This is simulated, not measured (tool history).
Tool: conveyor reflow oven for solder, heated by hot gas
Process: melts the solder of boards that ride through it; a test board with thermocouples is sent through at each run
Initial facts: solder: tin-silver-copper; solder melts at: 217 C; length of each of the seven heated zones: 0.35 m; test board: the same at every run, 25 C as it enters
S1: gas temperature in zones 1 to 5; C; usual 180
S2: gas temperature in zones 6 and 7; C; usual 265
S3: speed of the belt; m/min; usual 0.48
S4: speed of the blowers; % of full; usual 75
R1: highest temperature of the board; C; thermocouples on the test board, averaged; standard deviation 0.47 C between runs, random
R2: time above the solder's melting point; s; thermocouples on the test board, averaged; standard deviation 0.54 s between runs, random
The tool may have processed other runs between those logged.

Run 1, hour 0: usual settings. Result: R1 248.3 C, R2 63.6 s.
Run 2, hour 38.6: usual settings. Result: R1 247.8 C, R2 62.7 s.
Run 3, hour 72.9: usual settings but S2 259 C. Result: R1 242.2 C, R2 58.7 s.
Run 4, hour 94.1: usual settings but S2 259 C. Result: R1 243.1 C, R2 58.5 s.
Run 5, hour 136.9: usual settings. Result: R1 247.9 C, R2 63.1 s.
Run 6, hour 171: usual settings. Result: R1 246.8 C, R2 62.8 s.
At hour 184.8: flux residue cleaned out of gas plates and filters.
Run 7, hour 214.3: usual settings. Result: R1 248.3 C, R2 64.7 s.
Run 8, hour 238: usual settings but S2 274 C. Result: R1 256.6 C, R2 70.5 s.
Run 9, hour 261.8: usual settings but S2 274 C. Result: R1 255.6 C, R2 70.9 s.
Run 10, hour 304.5: usual settings but S2 274 C. Result: R1 256.5 C, R2 70.3 s.
Run 11, hour 333.2: usual settings. Result: R1 248.2 C, R2 64.4 s.
Run 12, hour 354.9: usual settings. Result: R1 248.6 C, R2 64.8 s.
Run 13, hour 389.6: usual settings. Result: R1 248.5 C, R2 64.8 s.
Run 14, hour 411.3: usual settings but S1 170 C. Result: R1 247.1 C, R2 58.2 s.
Run 15, hour 435.6: usual settings but S1 170 C, S3 0.431 m/min, S4 68 % of full. Result: R1 248.2 C, R2 66.1 s.
Run 16, hour 460.5: usual settings but S2 257 C, S3 0.495 m/min. Result: R1 240.5 C, R2 54.6 s.
Run 17, hour 490.4: usual settings but S2 257 C, S3 0.495 m/min. Result: R1 241 C, R2 53.9 s.
Run 18, hour 509.2: usual settings but S2 257 C, S3 0.495 m/min. Result: R1 240.2 C, R2 54.2 s.
Run 19, hour 533: usual settings but S1 185 C, S2 264 C, S3 0.447 m/min, S4 61 % of full. Result: R1 246.6 C, R2 70.9 s.
Run 20, hour 558.6: usual settings but S4 89 % of full. Result: R1 250.5 C, R2 65.9 s.
Run 21, hour 593.8: usual settings but S4 89 % of full. Result: R1 249.4 C, R2 65.9 s.
Run 22, hour 636: usual settings but S4 89 % of full. Result: R1 249.8 C, R2 66 s.
Run 23, hour 671.2: usual settings but S2 269 C, S3 0.562 m/min. Result: R1 245.6 C, R2 51 s.
Run 24, hour 695.1: usual settings but S1 192 C, S2 269 C, S3 0.562 m/min, S4 85 % of full. Result: R1 250.2 C, R2 61.5 s.
Run 25, hour 738.6: usual settings but S1 192 C, S2 269 C, S3 0.419 m/min, S4 85 % of full. Result: R1 256.7 C, R2 90.5 s.

4 ways to go on from here, each from the tool as it stands after run 25. What would each give?
Run A, hour 775.8: usual settings but S1 192 C, S2 279 C, S3 0.567 m/min, S4 85 % of full. Result: R1 ?, R2 ?.
Run B, hour 775.8: usual settings but S1 172 C, S2 269 C, S3 0.419 m/min, S4 85 % of full. Result: R1 ?, R2 ?.
Run C, hour 775.8: usual settings but S1 190 C, S2 267 C, S4 50 % of full. Result: R1 ?, R2 ?.
Run D, hour 775.8: usual settings but S1 188 C, S2 274 C, S4 86 % of full. Result: R1 ?, R2 ?.

run     R1    R2
  A  257.1  64.5
  B  255.3  77.5
  C  245.7  64.7
  D  257.5    77
The same runs, with their run-to-run variation unchanged, on a tool lacking any hidden condition would have given:
run     R1    R2
  A  260.4  66.3
  B  258.6    80
  C  248.5  67.5
  D  260.7  78.8

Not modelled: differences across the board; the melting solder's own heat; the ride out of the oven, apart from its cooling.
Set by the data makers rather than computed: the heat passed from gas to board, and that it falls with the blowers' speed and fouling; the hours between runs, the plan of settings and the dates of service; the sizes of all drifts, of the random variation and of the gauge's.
